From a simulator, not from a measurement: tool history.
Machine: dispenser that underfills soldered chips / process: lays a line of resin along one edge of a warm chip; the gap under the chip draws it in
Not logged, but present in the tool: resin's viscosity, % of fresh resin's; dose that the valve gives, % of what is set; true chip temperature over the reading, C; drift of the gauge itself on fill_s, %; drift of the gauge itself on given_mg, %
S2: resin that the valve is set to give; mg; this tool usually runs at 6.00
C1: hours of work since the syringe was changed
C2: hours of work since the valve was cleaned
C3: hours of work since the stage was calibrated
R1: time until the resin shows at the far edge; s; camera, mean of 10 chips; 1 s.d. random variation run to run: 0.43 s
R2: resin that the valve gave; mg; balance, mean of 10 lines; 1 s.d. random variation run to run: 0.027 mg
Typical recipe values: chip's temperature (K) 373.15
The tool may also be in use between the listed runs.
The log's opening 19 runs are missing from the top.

-- hour=193.5 new syringe of resin
run 20 hour=200.4 | chip's_temperature_(K)=373.15 S2=6.00 | C1=4 C2=40 C3=223 | R1=36.8 R2=5.93
-- hour=211.0 new syringe of resin
run 21 hour=213.2 | chip's_temperature_(K)=373.15 S2=5.38 | C1=1 C2=48 C3=231 | R1=34.2 R2=5.27
run 22 hour=224.1 | chip's_temperature_(K)=378.15 S2=6.65 | C1=8 C2=54 C3=237 | R1=35.4 R2=6.57
-- hour=228.6 new syringe of resin
run 23 hour=235.9 | chip's_temperature_(K)=360.15 S2=5.93 | C1=4 C2=61 C3=244 | R1=60.7 R2=5.80
run 24 hour=243.1 | chip's_temperature_(K)=360.15 S2=5.93 | C1=9 C2=66 C3=249 | R1=73.6 R2=5.82
-- hour=246.3 new syringe of resin
run 25 hour=253.4 | chip's_temperature_(K)=382.15 S2=5.53 | C1=4 C2=72 C3=255 | R1=27.5 R2=5.35
-- hour=264.2 new syringe of resin
run 26 hour=265.4 | chip's_temperature_(K)=382.15 S2=5.53 | C1=1 C2=79 C3=262 | R1=24.5 R2=5.41
-- hour=274.1 dispensing valve cleaned and set on the balance
run 27 hour=274.1 | chip's_temperature_(K)=382.15 S2=5.53 | C1=5 C2=0 C3=267 | R1=28.4 R2=5.58
run 28 hour=282.1 | chip's_temperature_(K)=386.15 S2=6.08 | C1=10 C2=5 C3=271 | R1=29.4 R2=6.12
-- hour=283.4 new syringe of resin
run 29 hour=294.0 | chip's_temperature_(K)=384.15 S2=5.22 | C1=6 C2=12 C3=278 | R1=27.8 R2=5.24
-- hour=300.7 new syringe of resin
run 30 hour=306.6 | chip's_temperature_(K)=384.15 S2=5.44 | C1=4 C2=19 C3=286 | R1=24.8 R2=5.39
-- hour=318.4 new syringe of resin
run 31 hour=320.0 | chip's_temperature_(K)=371.15 S2=5.78 | C1=1 C2=27 C3=294 | R1=35.9 R2=5.75
run 32 hour=334.1 | chip's_temperature_(K)=371.15 S2=5.78 | C1=9 C2=36 C3=302 | R1=48.9 R2=5.76
-- hour=336.3 new syringe of resin
run 33 hour=347.9 | chip's_temperature_(K)=373.15 S2=7.58 | C1=7 C2=44 C3=310 | R1=40.4 R2=7.50
-- hour=354.4 new syringe of resin
run 34 hour=356.2 | chip's_temperature_(K)=373.15 S2=7.58 | C1=1 C2=49 C3=315 | R1=32.7 R2=7.47
run 35 hour=368.0 | chip's_temperature_(K)=373.15 S2=7.58 | C1=8 C2=56 C3=322 | R1=42.4 R2=7.43
-- hour=372.0 new syringe of resin
run 36 hour=378.4 | chip's_temperature_(K)=373.15 S2=7.58 | C1=4 C2=62 C3=329 | R1=37.3 R2=7.40

3 ways to go on from here, each from the tool as it stands after run 36. What would each give?
run A hour=386.5 | chip's_temperature_(K)=382.15 S2=5.70 | C1=9 C2=67 C3=333 | R1=? R2=?
run B hour=386.5 | chip's_temperature_(K)=373.15 S2=6.87 | C1=9 C2=67 C3=333 | R1=? R2=?
run C hour=386.5 | chip's_temperature_(K)=381.15 S2=5.54 | C1=9 C2=67 C3=333 | R1=? R2=?

run=A R1=32.9 R2=5.56
run=B R1=44.3 R2=6.70
run=C R1=34.2 R2=5.42
The same runs, with their run-to-run variation unchanged, on a tool lacking any hidden condition would have given:
run=A R1=22.3 R2=5.69
run=B R1=29.9 R2=6.85
run=C R1=23.3 R2=5.55

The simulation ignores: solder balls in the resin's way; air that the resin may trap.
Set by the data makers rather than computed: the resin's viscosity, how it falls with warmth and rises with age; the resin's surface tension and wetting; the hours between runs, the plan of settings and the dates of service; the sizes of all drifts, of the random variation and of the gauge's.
